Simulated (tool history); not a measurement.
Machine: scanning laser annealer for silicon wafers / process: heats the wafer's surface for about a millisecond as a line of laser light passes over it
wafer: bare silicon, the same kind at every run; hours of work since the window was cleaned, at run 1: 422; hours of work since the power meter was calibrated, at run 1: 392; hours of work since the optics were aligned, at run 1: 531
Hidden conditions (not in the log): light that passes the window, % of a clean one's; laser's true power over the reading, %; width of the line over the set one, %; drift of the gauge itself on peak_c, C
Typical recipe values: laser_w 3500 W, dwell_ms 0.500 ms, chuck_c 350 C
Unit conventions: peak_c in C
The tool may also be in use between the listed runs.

| run | day | laser_w | dwell_ms | chuck_c | hours of work since the window was cleaned | hours of work since the power meter was calibrated | hours of work since the optics were aligned | peak_c |
|---|---|---|---|---|---|---|---|---|
| 1 | 0.000 | 3500 | 0.500 | 350 | 422 | 392 | 531 | 1112 |
| 2 | 0.379 | 3500 | 0.500 | 350 | 428 | 398 | 537 | 1112 |
| 3 | 0.912 | 3500 | 0.500 | 350 | 436 | 407 | 546 | 1112 |
| 4 | 1.558 | 3500 | 0.500 | 350 | 446 | 417 | 556 | 1107 |
| 5 | 2.179 | 3022 | 0.500 | 350 | 456 | 427 | 566 | 992 |
| 6 | 2.950 | 3500 | 0.500 | 350 | 468 | 439 | 578 | 1105 |
| 7 | 3.342 | 3500 | 0.500 | 350 | 474 | 445 | 584 | 1107 |
| 8 | 4.067 | 3500 | 0.500 | 350 | 486 | 456 | 595 | 1103 |
| 9 | 4.675 | 3500 | 0.500 | 350 | 496 | 466 | 605 | 1104 |
| 10 | 5.350 | 3500 | 0.500 | 350 | 506 | 477 | 615 | 1104 |
| 11 | 5.912 | 3500 | 0.500 | 350 | 515 | 485 | 624 | 1102 |
| 12 | 6.417 | 3500 | 0.500 | 350 | 523 | 493 | 632 | 1098 |
|  | 7.142 | window over the wafer cleaned |
| 13 | 7.321 | 3500 | 0.500 | 350 | 3 | 506 | 645 | 1141 |
| 14 | 7.958 | 3500 | 0.500 | 350 | 13 | 516 | 655 | 1141 |
| 15 | 8.771 | 3500 | 0.500 | 350 | 26 | 529 | 668 | 1142 |
| 16 | 9.300 | 3500 | 0.500 | 350 | 34 | 538 | 676 | 1138 |
| 17 | 9.646 | 3500 | 0.500 | 350 | 39 | 543 | 682 | 1137 |
| 18 | 10.412 | 3500 | 0.351 | 350 | 52 | 555 | 694 | 1007 |
| 19 | 10.775 | 3500 | 0.351 | 350 | 57 | 561 | 700 | 1005 |
| 20 | 11.238 | 3500 | 0.351 | 350 | 65 | 568 | 707 | 1006 |
| 21 | 12.062 | 3500 | 0.351 | 350 | 78 | 581 | 720 | 1008 |
| 22 | 12.758 | 3500 | 0.351 | 350 | 89 | 592 | 731 | 1003 |
| 23 | 13.112 | 3197 | 0.500 | 350 | 94 | 598 | 737 | 1057 |
| 24 | 13.808 | 3408 | 0.378 | 390 | 105 | 609 | 747 | 1046 |
| 25 | 14.304 | 3594 | 0.458 | 319 | 113 | 616 | 755 | 1088 |
| 26 | 14.858 | 3594 | 0.458 | 319 | 122 | 625 | 764 | 1088 |
| 27 | 15.542 | 3594 | 0.458 | 319 | 132 | 636 | 775 | 1085 |
| 28 | 16.392 | 3594 | 0.503 | 319 | 146 | 649 | 788 | 1120 |
| 29 | 17.112 | 3594 | 0.503 | 319 | 157 | 661 | 800 | 1120 |
| 30 | 17.462 | 3594 | 0.503 | 319 | 163 | 666 | 805 | 1119 |
| 31 | 18.171 | 3508 | 0.525 | 350 | 174 | 677 | 816 | 1142 |
|  | 18.558 | optics aligned, line set to its width |
| 32 | 19.062 | 3049 | 0.604 | 353 | 185 | 688 | 8 | 1101 |
| 33 | 19.417 | 3049 | 0.604 | 353 | 190 | 694 | 14 | 1104 |
| 34 | 20.117 | 3049 | 0.604 | 353 | 201 | 705 | 25 | 1100 |
| 35 | 20.883 | 3340 | 0.578 | 350 | 213 | 717 | 37 | 1162 |
| 36 | 21.525 | 3200 | 0.485 | 316 | 223 | 727 | 47 | 1019 |
| 37 | 22.033 | 3200 | 0.485 | 311 | 231 | 735 | 55 | 1012 |
| 38 | 22.462 | 3511 | 0.500 | 350 | 238 | 742 | 62 | 1143 |
| 39 | 23.308 | 3511 | 0.500 | 350 | 252 | 755 | 75 | 1143 |
| 40 | 23.992 | 3057 | 0.362 | 350 | 262 | 766 | 86 | 926 |

Predict each of these 5 candidate next runs independently; none follows another, all start after run 40:
| A | 24.771 | 3514 | 0.550 | 349 | 275 | 778 | 98 | ? |
| B | 24.771 | 2997 | 0.423 | 350 | 275 | 778 | 98 | ? |
| C | 24.771 | 3733 | 0.412 | 325 | 275 | 778 | 98 | ? |
| D | 24.771 | 3496 | 0.466 | 356 | 275 | 778 | 98 | ? |
| E | 24.771 | 3283 | 0.539 | 350 | 275 | 778 | 98 | ? |

| run | peak_c |
|---|---|
| A | 1178 |
| B | 957 |
| C | 1090 |
| D | 1112 |
| E | 1109 |
With the hidden condition removed and each run's random variation left untouched, the same runs would have given:
| run | peak_c |
|---|---|
| A | 1215 |
| B | 984 |
| C | 1124 |
| D | 1146 |
| E | 1143 |

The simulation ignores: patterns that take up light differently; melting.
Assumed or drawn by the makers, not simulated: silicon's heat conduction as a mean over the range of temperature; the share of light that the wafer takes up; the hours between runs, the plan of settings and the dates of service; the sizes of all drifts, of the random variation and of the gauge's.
